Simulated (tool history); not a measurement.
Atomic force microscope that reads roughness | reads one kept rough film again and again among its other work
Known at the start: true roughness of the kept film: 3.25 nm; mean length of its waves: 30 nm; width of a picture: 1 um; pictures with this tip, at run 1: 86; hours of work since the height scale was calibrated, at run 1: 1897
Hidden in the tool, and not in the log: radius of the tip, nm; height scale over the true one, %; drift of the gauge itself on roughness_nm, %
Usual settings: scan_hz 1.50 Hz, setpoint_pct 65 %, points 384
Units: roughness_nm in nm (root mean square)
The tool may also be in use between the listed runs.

| run | hour | scan_hz | setpoint_pct | points | pictures with this tip | hours of work since the height scale was calibrated | roughness_nm |
|---|---|---|---|---|---|---|---|
| 1 | 0.0 | 1.50 | 65 | 384 | 86 | 1897 | 2.665 |
|  | 32.9 | new tip fitted |
| 2 | 52.7 | 2.22 | 65 | 384 | 30 | 1936 | 2.607 |
| 3 | 88.8 | 1.50 | 65 | 384 | 84 | 1963 | 2.632 |
| 4 | 118.1 | 1.50 | 65 | 384 | 127 | 1985 | 2.635 |
|  | 122.5 | new tip fitted |
| 5 | 171.4 | 1.50 | 65 | 384 | 73 | 2025 | 2.653 |
| 6 | 204.4 | 1.50 | 65 | 384 | 122 | 2049 | 2.653 |
|  | 210.1 | new tip fitted |
| 7 | 247.9 | 1.50 | 65 | 384 | 56 | 2082 | 2.646 |
| 8 | 275.0 | 1.50 | 65 | 274 | 96 | 2102 | 2.641 |
|  | 298.4 | new tip fitted |
| 9 | 313.1 | 2.19 | 65 | 964 | 22 | 2130 | 2.597 |
| 10 | 343.1 | 1.60 | 65 | 964 | 67 | 2152 | 2.652 |
| 11 | 372.5 | 0.94 | 74 | 964 | 111 | 2174 | 2.651 |
|  | 386.5 | new tip fitted |
| 12 | 400.2 | 0.76 | 65 | 725 | 20 | 2195 | 2.758 |
| 13 | 455.0 | 0.76 | 65 | 725 | 102 | 2236 | 2.745 |
|  | 477.3 | new tip fitted |
| 14 | 489.7 | 0.76 | 65 | 725 | 19 | 2261 | 2.751 |
| 15 | 551.7 | 3.72 | 64 | 852 | 111 | 2308 | 2.475 |

Forecast each of these 5 alternatives for the next run:
|  | 567.5 | new tip fitted |
| A | 587.7 | 2.45 | 56 | 384 | 30 | 2334 | ? |
|  | 567.5 | new tip fitted |
| B | 587.7 | 1.30 | 64 | 886 | 30 | 2334 | ? |
|  | 567.5 | new tip fitted |
| C | 587.7 | 0.83 | 64 | 852 | 30 | 2334 | ? |
|  | 567.5 | new tip fitted |
| D | 587.7 | 1.02 | 70 | 944 | 30 | 2334 | ? |
|  | 567.5 | new tip fitted |
| E | 587.7 | 0.89 | 64 | 852 | 30 | 2334 | ? |

| run | roughness_nm |
|---|---|
| A | 2.664 |
| B | 2.670 |
| C | 2.771 |
| D | 2.686 |
| E | 2.728 |
Without the tool's hidden state the same runs would have given:
| run | roughness_nm |
|---|---|
| A | 2.665 |
| B | 2.671 |
| C | 2.773 |
| D | 2.688 |
| E | 2.729 |

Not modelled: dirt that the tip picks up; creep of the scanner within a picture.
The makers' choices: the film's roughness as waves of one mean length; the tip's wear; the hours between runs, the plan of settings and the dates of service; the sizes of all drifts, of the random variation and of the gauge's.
